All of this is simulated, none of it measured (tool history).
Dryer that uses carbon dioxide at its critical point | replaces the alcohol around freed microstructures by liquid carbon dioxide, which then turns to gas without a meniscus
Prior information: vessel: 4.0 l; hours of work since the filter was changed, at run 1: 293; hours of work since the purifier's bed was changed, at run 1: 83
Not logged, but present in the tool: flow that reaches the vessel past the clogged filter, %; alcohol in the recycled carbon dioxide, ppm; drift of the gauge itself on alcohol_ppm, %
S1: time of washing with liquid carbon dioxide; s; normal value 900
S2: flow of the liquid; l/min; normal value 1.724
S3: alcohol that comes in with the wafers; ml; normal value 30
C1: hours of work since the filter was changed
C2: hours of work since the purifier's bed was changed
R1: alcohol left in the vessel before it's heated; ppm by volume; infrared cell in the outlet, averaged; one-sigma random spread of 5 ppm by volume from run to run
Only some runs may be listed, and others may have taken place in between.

Run 1, hour 0: usual settings; C1 293; C2 83. Result: R1 78 ppm by volume.
Run 2, hour 7.2: usual settings but S1 1320 s; C1 297; C2 87. Result: R1 33 ppm by volume.
Run 3, hour 20.1: usual settings but S1 840 s; C1 303; C2 94. Result: R1 92 ppm by volume.
Run 4, hour 27.9: usual settings; C1 307; C2 97. Result: R1 77 ppm by volume.
Run 5, hour 39.6: usual settings; C1 313; C2 103. Result: R1 83 ppm by volume.
Run 6, hour 51.2: usual settings; C1 319; C2 109. Result: R1 77 ppm by volume.
Run 7, hour 65.1: usual settings; C1 326; C2 116. Result: R1 75 ppm by volume.
Run 8, hour 77.1: usual settings but S1 540 s; C1 332; C2 122. Result: R1 355 ppm by volume.
Run 9, hour 89.4: usual settings; C1 339; C2 129. Result: R1 83 ppm by volume.
Run 10, hour 102.2: usual settings; C1 345; C2 135. Result: R1 84 ppm by volume.
Run 11, hour 108.9: usual settings; C1 348; C2 138. Result: R1 82 ppm by volume.
Run 12, hour 122.1: usual settings; C1 355; C2 145. Result: R1 92 ppm by volume.
Run 13, hour 132.1: usual settings; C1 360; C2 150. Result: R1 87 ppm by volume.
Run 14, hour 141.6: usual settings; C1 365; C2 155. Result: R1 100 ppm by volume.
Run 15, hour 152.2: usual settings but S3 76 ml; C1 370; C2 160. Result: R1 161 ppm by volume.
Run 16, hour 164: usual settings but S3 76 ml; C1 376; C2 166. Result: R1 170 ppm by volume.
Run 17, hour 174.6: usual settings but S3 76 ml; C1 382; C2 172. Result: R1 170 ppm by volume.
Run 18, hour 186.6: usual settings; C1 388; C2 178. Result: R1 110 ppm by volume.
Run 19, hour 197.7: usual settings; C1 393; C2 183. Result: R1 105 ppm by volume.
Run 20, hour 206: usual settings; C1 398; C2 188. Result: R1 105 ppm by volume.
Run 21, hour 216.2: usual settings; C1 403; C2 193. Result: R1 108 ppm by volume.
Run 22, hour 228.1: usual settings; C1 409; C2 199. Result: R1 115 ppm by volume.
Run 23, hour 239: usual settings; C1 414; C2 204. Result: R1 106 ppm by volume.
Run 24, hour 252.3: usual settings but S1 840 s, S2 2.91 l/min, S3 24 ml; C1 421; C2 211. Result: R1 76 ppm by volume.
Run 25, hour 258.8: usual settings but S1 960 s, S2 2.15 l/min, S3 23 ml; C1 424; C2 214. Result: R1 84 ppm by volume.
Run 26, hour 268.1: usual settings but S1 960 s, S2 1.45 l/min, S3 23 ml; C1 429; C2 219. Result: R1 134 ppm by volume.
Run 27, hour 274.5: usual settings but S1 720 s, S2 1.38 l/min, S3 99 ml; C1 432; C2 222. Result: R1 959 ppm by volume.
Run 28, hour 285.9: usual settings but S1 720 s, S2 1.38 l/min, S3 99 ml; C1 438; C2 228. Result: R1 999 ppm by volume.
Run 29, hour 297.1: usual settings but S1 720 s, S2 1.38 l/min, S3 99 ml; C1 444; C2 234. Result: R1 986 ppm by volume.
Run 30, hour 309.4: usual settings but S3 42 ml; C1 450; C2 240. Result: R1 151 ppm by volume.
Run 31, hour 317.3: usual settings but S3 42 ml; C1 454; C2 244. Result: R1 149 ppm by volume.
Run 32, hour 330.9: usual settings but S1 1020 s, S2 1.85 l/min, S3 69 ml; C1 461; C2 251. Result: R1 120 ppm by volume.
Run 33, hour 341.7: usual settings but S1 600 s, S2 1.94 l/min, S3 32 ml; C1 466; C2 256. Result: R1 273 ppm by volume.
Run 34, hour 349.1: usual settings but S1 1200 s, S2 1.85 l/min, S3 21 ml; C1 470; C2 260. Result: R1 90 ppm by volume.
Run 35, hour 356.2: usual settings but S1 1200 s, S2 1.71 l/min; C1 474; C2 264. Result: R1 99 ppm by volume.
Run 36, hour 370.1: usual settings but S1 1020 s, S2 1.6 l/min, S3 26 ml; C1 481; C2 271. Result: R1 126 ppm by volume.
Run 37, hour 380.2: usual settings but S1 1020 s, S2 1.6 l/min, S3 26 ml; C1 486; C2 276. Result: R1 123 ppm by volume.
Run 38, hour 393.8: usual settings but S3 29 ml; C1 493; C2 283. Result: R1 148 ppm by volume.
Run 39, hour 404.4: usual settings but S1 540 s, S2 1.84 l/min, S3 118 ml; C1 498; C2 288. Result: R1 1289 ppm by volume.
Run 40, hour 414.5: usual settings but S1 540 s, S2 1.84 l/min, S3 118 ml; C1 503; C2 293. Result: R1 1281 ppm by volume.
Run 41, hour 424.8: usual settings but S1 960 s; C1 508; C2 298. Result: R1 148 ppm by volume.
Run 42, hour 433.6: usual settings but S1 1320 s, S2 1.61 l/min, S3 44 ml; C1 513; C2 303. Result: R1 114 ppm by volume.
Run 43, hour 443.8: usual settings but S1 1080 s, S2 1.12 l/min, S3 22 ml; C1 518; C2 308. Result: R1 207 ppm by volume.
Run 44, hour 451.4: usual settings but S1 1080 s, S2 1.12 l/min, S3 104 ml; C1 522; C2 312. Result: R1 593 ppm by volume.
Run 45, hour 457.7: usual settings but S1 1080 s, S2 1.12 l/min, S3 104 ml; C1 525; C2 315. Result: R1 620 ppm by volume.
Run 46, hour 468.4: usual settings but S1 1080 s, S2 1.91 l/min, S3 54 ml; C1 530; C2 320. Result: R1 131 ppm by volume.

Alternative continuations, all from the tool just after run 46; predict every row:
Run A, hour 478.1: usual settings but S1 600 s, S2 1.07 l/min, S3 24 ml; C1 535; C2 325. Result: R1 ?.
Run B, hour 478.1: usual settings but S1 840 s, S2 1.91 l/min, S3 54 ml; C1 535; C2 325. Result: R1 ?.
Run C, hour 478.1: usual settings but S2 1.62 l/min, S3 36 ml; C1 535; C2 325. Result: R1 ?.
Run D, hour 478.1: usual settings but S1 660 s, S2 1.24 l/min, S3 54 ml; C1 535; C2 325. Result: R1 ?.

run    R1
  A   870
  B   205
  C   206
  D  1068
Without the tool's hidden state the same runs would have given:
run   R1
  A  568
  B   57
  C   54
  D  659

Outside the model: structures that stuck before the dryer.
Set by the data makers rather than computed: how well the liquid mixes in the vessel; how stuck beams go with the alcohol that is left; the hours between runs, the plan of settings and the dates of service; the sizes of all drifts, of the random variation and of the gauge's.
